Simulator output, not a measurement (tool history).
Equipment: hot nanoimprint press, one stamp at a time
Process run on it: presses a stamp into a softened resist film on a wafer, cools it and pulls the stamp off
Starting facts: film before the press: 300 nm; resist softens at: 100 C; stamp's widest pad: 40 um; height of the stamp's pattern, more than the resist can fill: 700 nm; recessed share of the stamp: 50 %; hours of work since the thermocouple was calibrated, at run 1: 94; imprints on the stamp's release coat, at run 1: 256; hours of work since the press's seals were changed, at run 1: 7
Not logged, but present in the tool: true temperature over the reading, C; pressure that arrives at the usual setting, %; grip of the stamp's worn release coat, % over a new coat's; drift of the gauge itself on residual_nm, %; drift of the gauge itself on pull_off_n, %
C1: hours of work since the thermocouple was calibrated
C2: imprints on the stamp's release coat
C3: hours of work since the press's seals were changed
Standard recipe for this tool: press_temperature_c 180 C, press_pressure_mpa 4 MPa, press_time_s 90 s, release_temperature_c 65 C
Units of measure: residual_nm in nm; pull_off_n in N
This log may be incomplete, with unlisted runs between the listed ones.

Run 1, day 0: usual settings; C1 94; C2 256; C3 7. Result: residual_nm 135.9 nm, pull_off_n 130 N.
Run 2, day 0.296: usual settings; C1 98; C2 280; C3 10. Result: residual_nm 134 nm, pull_off_n 134 N.
Run 3, day 0.529: usual settings but press_temperature_c 184 C; C1 100; C2 298; C3 13. Result: residual_nm 117 nm, pull_off_n 135 N.
Run 4, day 0.825: usual settings; C1 104; C2 322; C3 16. Result: residual_nm 135.3 nm, pull_off_n 132 N.
Run 5, day 1.067: usual settings; C1 106; C2 342; C3 19. Result: residual_nm 135 nm, pull_off_n 134 N.
Run 6, day 1.358: usual settings; C1 110; C2 365; C3 22. Result: residual_nm 134.3 nm, pull_off_n 128 N.
Run 7, day 1.688: usual settings; C1 113; C2 392; C3 26. Result: residual_nm 136 nm, pull_off_n 135 N.
Run 8, day 1.946: usual settings; C1 116; C2 413; C3 29. Result: residual_nm 135.4 nm, pull_off_n 140 N.
Run 9, day 2.433: usual settings; C1 121; C2 452; C3 34. Result: residual_nm 136.6 nm, pull_off_n 136 N.
Run 10, day 2.746: usual settings; C1 125; C2 478; C3 37. Result: residual_nm 134.8 nm, pull_off_n 138 N.
Run 11, day 3.108: usual settings but press_pressure_mpa 2.52 MPa; C1 129; C2 507; C3 42. Result: residual_nm 174.9 nm, pull_off_n 143 N.
Run 12, day 3.529: usual settings but release_temperature_c 51 C; C1 134; C2 541; C3 46. Result: residual_nm 137.6 nm, pull_off_n 180 N.
Run 13, day 3.896: usual settings but press_pressure_mpa 3.01 MPa; C1 138; C2 571; C3 50. Result: residual_nm 157.6 nm, pull_off_n 144 N.
Run 14, day 4.288: usual settings but press_pressure_mpa 3.01 MPa; C1 142; C2 602; C3 55. Result: residual_nm 159.4 nm, pull_off_n 143 N.
Run 15, day 4.758: usual settings but press_pressure_mpa 3.02 MPa; C1 147; C2 640; C3 60. Result: residual_nm 157.5 nm, pull_off_n 141 N.
Run 16, day 5.229: usual settings but press_temperature_c 177 C, press_pressure_mpa 5.14 MPa, press_time_s 158 s, release_temperature_c 57 C; C1 153; C2 678; C3 65. Result: residual_nm 110 nm, pull_off_n 167 N.
Run 17, day 5.729: usual settings but press_temperature_c 178 C, press_pressure_mpa 2.42 MPa, press_time_s 63 s, release_temperature_c 57 C; C1 158; C2 719; C3 71. Result: residual_nm 205.2 nm, pull_off_n 170 N.
Run 18, day 6.183: usual settings but press_temperature_c 179 C, press_pressure_mpa 4.85 MPa, press_time_s 114 s, release_temperature_c 57 C; C1 163; C2 755; C3 76. Result: residual_nm 117.8 nm, pull_off_n 171 N.
Run 19, day 6.471: usual settings but press_time_s 101 s; C1 166; C2 779; C3 79. Result: residual_nm 131 nm, pull_off_n 153 N.
Run 20, day 6.946: usual settings but press_time_s 101 s; C1 172; C2 817; C3 84. Result: residual_nm 131.9 nm, pull_off_n 155 N.
Run 21, day 7.258: usual settings but press_time_s 101 s; C1 175; C2 842; C3 88. Result: residual_nm 132.8 nm, pull_off_n 145 N.
Run 22, day 7.688: usual settings but press_time_s 101 s; C1 180; C2 877; C3 92. Result: residual_nm 132.7 nm, pull_off_n 150 N.
Run 23, day 7.912: usual settings but press_temperature_c 182 C, press_pressure_mpa 3.88 MPa, press_time_s 140 s, release_temperature_c 52 C; C1 182; C2 895; C3 95. Result: residual_nm 109.9 nm, pull_off_n 189 N.
Run 24, day 8.129: usual settings but press_time_s 141 s, release_temperature_c 53 C; C1 185; C2 913; C3 97. Result: residual_nm 118.2 nm, pull_off_n 187 N.
Run 25, day 8.329: usual settings but press_temperature_c 174 C, press_pressure_mpa 2.61 MPa, release_temperature_c 59 C; C1 187; C2 929; C3 100. Result: residual_nm 206.2 nm, pull_off_n 166 N.

Forecast each of these 4 alternatives for the next run:
Run A, day 8.729: usual settings but press_temperature_c 177 C, press_pressure_mpa 4.96 MPa, press_time_s 54 s, release_temperature_c 59 C; C1 192; C2 961; C3 104. Result: residual_nm ?, pull_off_n ?.
Run B, day 8.729: usual settings but press_temperature_c 181 C, press_pressure_mpa 4.78 MPa, release_temperature_c 59 C; C1 192; C2 961; C3 104. Result: residual_nm ?, pull_off_n ?.
Run C, day 8.729: usual settings but press_temperature_c 175 C, press_time_s 100 s, release_temperature_c 50 C; C1 192; C2 961; C3 104. Result: residual_nm ?, pull_off_n ?.
Run D, day 8.729: usual settings but release_temperature_c 73 C; C1 192; C2 961; C3 104. Result: residual_nm ?, pull_off_n ?.

run  residual_nm  pull_off_n
  A        160.4         170
  B        119.1         177
  C        159.9         202
  D        135.5         137
Without the tool's hidden state the same runs would have given:
run  residual_nm  pull_off_n
  A        155.4         137
  B        115.2         143
  C        154.9         163
  D        131.2         110

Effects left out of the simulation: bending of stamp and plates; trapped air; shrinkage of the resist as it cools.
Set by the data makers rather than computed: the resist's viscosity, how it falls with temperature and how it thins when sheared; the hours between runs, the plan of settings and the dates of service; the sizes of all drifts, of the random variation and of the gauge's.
